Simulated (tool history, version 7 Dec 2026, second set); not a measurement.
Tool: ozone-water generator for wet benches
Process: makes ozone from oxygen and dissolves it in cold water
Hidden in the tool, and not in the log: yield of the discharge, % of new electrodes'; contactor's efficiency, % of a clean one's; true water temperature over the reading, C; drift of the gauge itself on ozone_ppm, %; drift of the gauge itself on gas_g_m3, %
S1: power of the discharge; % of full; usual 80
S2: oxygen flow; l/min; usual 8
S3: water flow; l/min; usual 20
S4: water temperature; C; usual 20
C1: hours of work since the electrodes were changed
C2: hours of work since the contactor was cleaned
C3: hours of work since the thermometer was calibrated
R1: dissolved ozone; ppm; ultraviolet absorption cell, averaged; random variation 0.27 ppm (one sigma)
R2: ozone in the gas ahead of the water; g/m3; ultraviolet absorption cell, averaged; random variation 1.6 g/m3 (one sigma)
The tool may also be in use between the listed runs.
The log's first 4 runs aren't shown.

{"run": 5, "hour": 511.7, "S1": 80, "S2": 8, "S3": 14, "S4": 20, "C1": 4788, "C2": 1404, "C3": 4330, "R1": 46, "R2": 271.9}
{"run": 6, "hour": 604.1, "S1": 80, "S2": 8, "S3": 14, "S4": 20, "C1": 4870, "C2": 1486, "C3": 4412, "R1": 46.6, "R2": 271}
{"run": 7, "hour": 681.0, "S1": 80, "S2": 8, "S3": 14, "S4": 20, "C1": 4938, "C2": 1554, "C3": 4480, "R1": 46.5, "R2": 268.5}
{"run": 8, "hour": 819.3, "S1": 80, "S2": 8, "S3": 19, "S4": 20, "C1": 5061, "C2": 1677, "C3": 4603, "R1": 37.2, "R2": 269.8}
{"run": 9, "hour": 965.3, "S1": 80, "S2": 8, "S3": 20, "S4": 20, "C1": 5191, "C2": 1807, "C3": 4732, "R1": 36.1, "R2": 270.9}
{"hour": 1058.1, "done": "water thermometer calibrated"}
{"run": 10, "hour": 1113.3, "S1": 80, "S2": 8, "S3": 20, "S4": 20, "C1": 5322, "C2": 1938, "C3": 49, "R1": 35.9, "R2": 269.1}
{"run": 11, "hour": 1253.5, "S1": 80, "S2": 8, "S3": 20, "S4": 20, "C1": 5446, "C2": 2062, "C3": 173, "R1": 36.2, "R2": 265.8}
{"run": 12, "hour": 1368.2, "S1": 80, "S2": 8, "S3": 20, "S4": 20, "C1": 5548, "C2": 2164, "C3": 275, "R1": 35.7, "R2": 266.1}
{"run": 13, "hour": 1501.9, "S1": 80, "S2": 8, "S3": 20, "S4": 20, "C1": 5666, "C2": 2283, "C3": 394, "R1": 35.7, "R2": 264.7}
{"run": 14, "hour": 1579.7, "S1": 80, "S2": 8, "S3": 20, "S4": 20, "C1": 5735, "C2": 2352, "C3": 463, "R1": 35.6, "R2": 265.5}
{"run": 15, "hour": 1685.4, "S1": 76, "S2": 8, "S3": 20, "S4": 20, "C1": 5829, "C2": 2446, "C3": 557, "R1": 33.8, "R2": 254.1}

Forecast run 16:
{"run": 16, "hour": 1811.8, "S1": 76, "S2": 8, "S3": 20, "S4": 20, "C1": 5942, "C2": 2558, "C3": 669, "R1": "?", "R2": "?"}

R1: 34.1 ppm
R2: 255.5 g/m3
Without the tool's hidden state the same run would have given R1 39.4 ppm, R2 285.5 g/m3.

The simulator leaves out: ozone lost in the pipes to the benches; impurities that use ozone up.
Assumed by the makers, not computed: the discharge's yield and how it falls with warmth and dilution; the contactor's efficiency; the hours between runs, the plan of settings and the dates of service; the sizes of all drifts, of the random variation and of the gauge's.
